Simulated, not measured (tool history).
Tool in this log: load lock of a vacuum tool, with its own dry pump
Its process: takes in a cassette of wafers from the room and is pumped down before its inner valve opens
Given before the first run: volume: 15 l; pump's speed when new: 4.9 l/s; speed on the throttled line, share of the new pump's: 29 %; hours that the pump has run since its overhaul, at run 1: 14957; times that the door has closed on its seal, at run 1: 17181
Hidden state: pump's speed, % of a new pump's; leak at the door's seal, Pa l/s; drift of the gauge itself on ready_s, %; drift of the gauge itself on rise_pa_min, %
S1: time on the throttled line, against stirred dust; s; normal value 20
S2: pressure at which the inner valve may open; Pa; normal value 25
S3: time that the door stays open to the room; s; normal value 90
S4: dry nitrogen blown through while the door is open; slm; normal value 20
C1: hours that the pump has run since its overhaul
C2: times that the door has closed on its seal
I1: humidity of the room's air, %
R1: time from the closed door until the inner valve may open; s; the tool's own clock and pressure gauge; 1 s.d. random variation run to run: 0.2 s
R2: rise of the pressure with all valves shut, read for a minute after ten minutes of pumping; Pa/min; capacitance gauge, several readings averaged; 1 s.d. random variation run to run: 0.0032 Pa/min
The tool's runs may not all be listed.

Run 1, hour 0.0: usual settings; C1 14957; C2 17181; I1 42.2. Result: R1 39.6 s, R2 0.105 Pa/min.
Run 2, hour 295.8: usual settings; C1 15253; C2 17612; I1 42.6. Result: R1 39.9 s, R2 0.105 Pa/min.
Run 3, hour 585.3: usual settings but S2 21 Pa; C1 15542; C2 18034; I1 42.5. Result: R1 40.1 s, R2 0.104 Pa/min.
Run 4, hour 807.1: usual settings but S2 21 Pa; C1 15764; C2 18358; I1 40.2. Result: R1 40.5 s, R2 0.101 Pa/min.
Run 5, hour 1010.1: usual settings but S2 21 Pa; C1 15967; C2 18654; I1 44.7. Result: R1 40.3 s, R2 0.109 Pa/min.
Run 6, hour 1345.9: usual settings; C1 16303; C2 19144; I1 43.1. Result: R1 39.5 s, R2 0.107 Pa/min.
Run 7, hour 1654.5: usual settings; C1 16611; C2 19594; I1 46.0. Result: R1 39.6 s, R2 0.108 Pa/min.
Run 8, hour 1953.8: usual settings; C1 16911; C2 20031; I1 44.8. Result: R1 39.5 s, R2 0.110 Pa/min.
Run 9, hour 2130.3: usual settings but S3 108 s; C1 17087; C2 20288; I1 45.0. Result: R1 39.5 s, R2 0.131 Pa/min.
Run 10, hour 2402.0: usual settings; C1 17359; C2 20684; I1 45.5. Result: R1 39.6 s, R2 0.113 Pa/min.
At hour 2453.6: dry pump taken out, an overhauled one fitted.
Run 11, hour 2654.6: usual settings; C1 201; C2 21044; I1 47.7. Result: R1 39.7 s, R2 0.116 Pa/min.
Run 12, hour 2985.6: usual settings; C1 532; C2 21527; I1 49.9. Result: R1 39.7 s, R2 0.123 Pa/min.
Run 13, hour 3159.8: usual settings; C1 706; C2 21781; I1 47.1. Result: R1 39.7 s, R2 0.117 Pa/min.
Run 14, hour 3303.5: usual settings but S1 24 s; C1 850; C2 21991; I1 45.7. Result: R1 42.3 s, R2 0.116 Pa/min.
Run 15, hour 3630.8: usual settings but S1 24 s; C1 1177; C2 22468; I1 45.4. Result: R1 42.5 s, R2 0.118 Pa/min.
Run 16, hour 3793.3: usual settings but S1 24 s; C1 1340; C2 22705; I1 47.8. Result: R1 42.4 s, R2 0.121 Pa/min.
Run 17, hour 4104.6: usual settings but S1 24 s; C1 1651; C2 23159; I1 44.1. Result: R1 42.3 s, R2 0.109 Pa/min.
Run 18, hour 4302.2: usual settings but S1 24 s; C1 1849; C2 23448; I1 45.4. Result: R1 42.5 s, R2 0.110 Pa/min.
Run 19, hour 4590.3: usual settings but S4 18 slm; C1 2137; C2 23868; I1 45.5. Result: R1 39.9 s, R2 0.123 Pa/min.
Run 20, hour 4771.9: usual settings but S4 18 slm; C1 2318; C2 24133; I1 45.8. Result: R1 39.5 s, R2 0.117 Pa/min.
Run 21, hour 4925.2: usual settings but S4 18 slm; C1 2472; C2 24356; I1 44.9. Result: R1 39.6 s, R2 0.120 Pa/min.
Run 22, hour 5167.6: usual settings but S2 24 Pa, S4 42 slm; C1 2714; C2 24710; I1 46.7. Result: R1 39.5 s, R2 0.084 Pa/min.
Run 23, hour 5405.3: usual settings but S3 85 s, S4 12 slm; C1 2952; C2 25057; I1 46.0. Result: R1 39.6 s, R2 0.126 Pa/min.
Run 24, hour 5645.8: usual settings but S3 91 s, S4 18 slm; C1 3192; C2 25408; I1 47.9. Result: R1 39.5 s, R2 0.129 Pa/min.
Run 25, hour 5968.4: usual settings but S1 35 s, S4 31 slm; C1 3515; C2 25878; I1 45.0. Result: R1 50.6 s, R2 0.094 Pa/min.
Run 26, hour 6110.0: usual settings but S1 35 s, S4 31 slm; C1 3656; C2 26085; I1 46.5. Result: R1 50.3 s, R2 0.098 Pa/min.
Run 27, hour 6276.4: usual settings but S1 32 s, S2 42 Pa, S3 180 s, S4 17 slm; C1 3823; C2 26327; I1 42.9. Result: R1 46.5 s, R2 0.182 Pa/min.
Run 28, hour 6575.4: usual settings but S1 32 s, S2 42 Pa, S3 180 s, S4 17 slm; C1 4122; C2 26764; I1 43.3. Result: R1 46.4 s, R2 0.185 Pa/min.
Run 29, hour 6844.4: usual settings but S1 23 s, S2 36 Pa, S4 33 slm; C1 4391; C2 27156; I1 39.2. Result: R1 40.3 s, R2 0.085 Pa/min.
Run 30, hour 7102.0: usual settings but S1 10 s, S3 54 s; C1 4648; C2 27532; I1 44.1. Result: R1 32.5 s, R2 0.077 Pa/min.
Run 31, hour 7428.5: usual settings but S1 10 s, S3 54 s; C1 4975; C2 28008; I1 46.4. Result: R1 32.6 s, R2 0.080 Pa/min.
Run 32, hour 7605.5: usual settings but S3 129 s; C1 5152; C2 28266; I1 47.0. Result: R1 39.7 s, R2 0.150 Pa/min.
Run 33, hour 7924.6: usual settings but S3 129 s; C1 5471; C2 28732; I1 42.3. Result: R1 39.4 s, R2 0.135 Pa/min.
Run 34, hour 8078.6: usual settings but S3 96 s, S4 17 slm; C1 5625; C2 28956; I1 48.2. Result: R1 39.5 s, R2 0.133 Pa/min.
Run 35, hour 8377.5: usual settings but S1 24 s, S2 23 Pa; C1 5924; C2 29392; I1 42.8. Result: R1 42.5 s, R2 0.106 Pa/min.
Run 36, hour 8675.8: usual settings but S1 24 s, S2 23 Pa; C1 6222; C2 29827; I1 48.8. Result: R1 43.1 s, R2 0.123 Pa/min.
Run 37, hour 8851.3: usual settings but S1 24 s, S2 24 Pa, S4 9 slm; C1 6398; C2 30083; I1 44.8. Result: R1 42.5 s, R2 0.138 Pa/min.

Here are 4 independent what-if runs from the current tool condition. What would each one return?
Run A, hour 9050.9: usual settings but S1 13 s, S4 30 slm; C1 6597; C2 30375; I1 45.8. Result: R1 ?, R2 ?.
Run B, hour 9050.9: usual settings but S1 24 s, S2 24 Pa, S3 174 s, S4 9 slm; C1 6597; C2 30375; I1 46.9. Result: R1 ?, R2 ?.
Run C, hour 9050.9: usual settings but S1 24 s, S2 24 Pa, S4 5 slm; C1 6597; C2 30375; I1 47.0. Result: R1 ?, R2 ?.
Run D, hour 9050.9: usual settings but S1 17 s, S3 25 s, S4 32 slm; C1 6597; C2 30375; I1 50.9. Result: R1 ?, R2 ?.

run    R1     R2
  A  34.4  0.097
  B  42.4  0.235
  C  42.4  0.158
  D  37.4  0.045
What these runs would have given with no unlogged condition in the tool:
run    R1     R2
  A  34.4  0.097
  B  42.4  0.234
  C  42.4  0.157
  D  37.4  0.044
